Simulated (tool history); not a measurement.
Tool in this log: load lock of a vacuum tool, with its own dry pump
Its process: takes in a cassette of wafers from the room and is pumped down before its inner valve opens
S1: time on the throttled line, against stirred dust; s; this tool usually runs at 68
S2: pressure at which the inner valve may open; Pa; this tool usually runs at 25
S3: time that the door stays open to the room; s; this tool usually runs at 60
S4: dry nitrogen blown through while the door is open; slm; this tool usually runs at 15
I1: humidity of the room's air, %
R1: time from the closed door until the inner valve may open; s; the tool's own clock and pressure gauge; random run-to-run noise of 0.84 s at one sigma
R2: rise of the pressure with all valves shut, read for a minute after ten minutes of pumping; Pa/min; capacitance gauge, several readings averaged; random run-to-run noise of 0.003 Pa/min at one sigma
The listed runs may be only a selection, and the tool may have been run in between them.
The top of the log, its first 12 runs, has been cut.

run    hour   S1  S2   S3  S4    I1     R1     R2
     1447.5  -- door's seal changed, seat wiped
 13  1500.8   35  25   60  15  44.7  109.2  0.027
 14  1637.9   35  25   60  15    44    109  0.025
 15  1814.2   35  25   49  15  47.2  108.9  0.033
 16  1910.8   35  25   49  15  47.5  109.6  0.026
 17  2025.4   68  25   60  15  46.4    133  0.042
 18  2213.6   66  25   60  15  47.8  131.1  0.037
 19  2355.3   66  25   60  15  42.7  130.9  0.036
 20  2438.1   68  25  143   6  41.9  132.1  0.081
 21  2591.8   68  25  143   6  45.2  135.3  0.092
 22  2685.2   68  23  143   5  47.5  134.5    0.1
 23  2851.1   68  23  143   5  45.4  134.3  0.097
 24  3010.2   68  19  163  11  44.5  137.1  0.088
 25  3172.9   68  19  163  11  46.2    137  0.092
 26  3279.4   79  25   60  15  45.7  142.9  0.069
 27  3436.5   79  25   60  15  44.2  143.8  0.072
 28  3563.4  113  25   64  15  43.7  167.2  0.073
 29  3697.5  113  25   64  15  45.6  167.6   0.08
 30  3845.8  113  25   64  15  48.7    168   0.09
 31  3951.7   68  25   58   5  48.6  136.3  0.104
 32  4122.4   68  25  116   5  44.5    138  0.128
 33  4279.1   37  28  127   5    43    114  0.137
 34  4383.5   71  28  127   5  43.9  138.4  0.142
 35  4469.5   71  28   52   5  46.8  139.3  0.116
 36  4557.2   68  25   60  38  45.8  136.4  0.094

Each row is a separate what-if for the run after 36, all from the same tool condition, not one after another. Results?
  A  4665.5  68  36   60  38  46.8   ?   ?
  B  4665.5  68  29   60  15  44.3   ?   ?
  C  4665.5  68  35  113   9  46.4   ?   ?

run     R1     R2
  A  133.6  0.102
  B  136.2  0.114
  C  133.9  0.132
Take away the tool's hidden state, keep each run's random variation, and the runs would have read:
run     R1     R2
  A  127.2  0.015
  B  129.5  0.028
  C  127.5  0.047

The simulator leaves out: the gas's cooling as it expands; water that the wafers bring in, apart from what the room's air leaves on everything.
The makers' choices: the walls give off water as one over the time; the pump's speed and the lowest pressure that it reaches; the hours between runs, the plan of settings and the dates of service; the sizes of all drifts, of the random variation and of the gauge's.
